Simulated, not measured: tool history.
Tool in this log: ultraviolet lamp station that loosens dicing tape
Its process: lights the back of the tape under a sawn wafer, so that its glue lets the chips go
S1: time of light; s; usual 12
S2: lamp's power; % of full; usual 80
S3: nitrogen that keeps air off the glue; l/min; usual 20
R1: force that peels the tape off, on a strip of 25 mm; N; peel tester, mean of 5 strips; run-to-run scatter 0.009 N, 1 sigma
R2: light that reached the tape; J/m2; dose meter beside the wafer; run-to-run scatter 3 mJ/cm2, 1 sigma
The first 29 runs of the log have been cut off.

{"run": 30, "hour": 234.3, "S1": 12, "S2": 97, "S3": 32, "R1": 0.223, "R2": 5010}
{"run": 31, "hour": 240.4, "S1": 12, "S2": 97, "S3": 32, "R1": 0.228, "R2": 4990}
{"run": 32, "hour": 250.4, "S1": 18, "S2": 80, "S3": 14, "R1": 0.272, "R2": 6270}
{"run": 33, "hour": 255.2, "S1": 18, "S2": 80, "S3": 14, "R1": 0.261, "R2": 6200}
{"run": 34, "hour": 260.5, "S1": 18, "S2": 80, "S3": 14, "R1": 0.267, "R2": 6160}
{"run": 35, "hour": 267.7, "S1": 18, "S2": 80, "S3": 14, "R1": 0.269, "R2": 6130}
{"run": 36, "hour": 272.0, "S1": 9, "S2": 87, "S3": 7, "R1": 1.136, "R2": 3310}
{"run": 37, "hour": 276.9, "S1": 12, "S2": 83, "S3": 20, "R1": 0.41, "R2": 4300}
{"run": 38, "hour": 285.5, "S1": 23, "S2": 73, "S3": 20, "R1": 0.184, "R2": 7120}
{"run": 39, "hour": 290.7, "S1": 18, "S2": 80, "S3": 31, "R1": 0.189, "R2": 6090}

Forecast each of these 5 alternatives for the next run:
{"run": "A", "hour": 299.6, "S1": 18, "S2": 98, "S3": 40, "R1": "?", "R2": "?"}
{"run": "B", "hour": 299.6, "S1": 12, "S2": 86, "S3": 18, "R1": "?", "R2": "?"}
{"run": "C", "hour": 299.6, "S1": 16, "S2": 81, "S3": 11, "R1": "?", "R2": "?"}
{"run": "D", "hour": 299.6, "S1": 8, "S2": 80, "S3": 31, "R1": "?", "R2": "?"}
{"run": "E", "hour": 299.6, "S1": 18, "S2": 80, "S3": 12, "R1": "?", "R2": "?"}

run=A R1=0.153 R2=7480
run=B R1=0.407 R2=4460
run=C R1=0.385 R2=5490
run=D R1=0.686 R2=2700
run=E R1=0.276 R2=6160
With no hidden state in the tool, these same runs would have given:
run=A R1=0.15 R2=8080
run=B R1=0.354 R2=4820
run=C R1=0.336 R2=5930
run=D R1=0.601 R2=2920
run=E R1=0.243 R2=6650
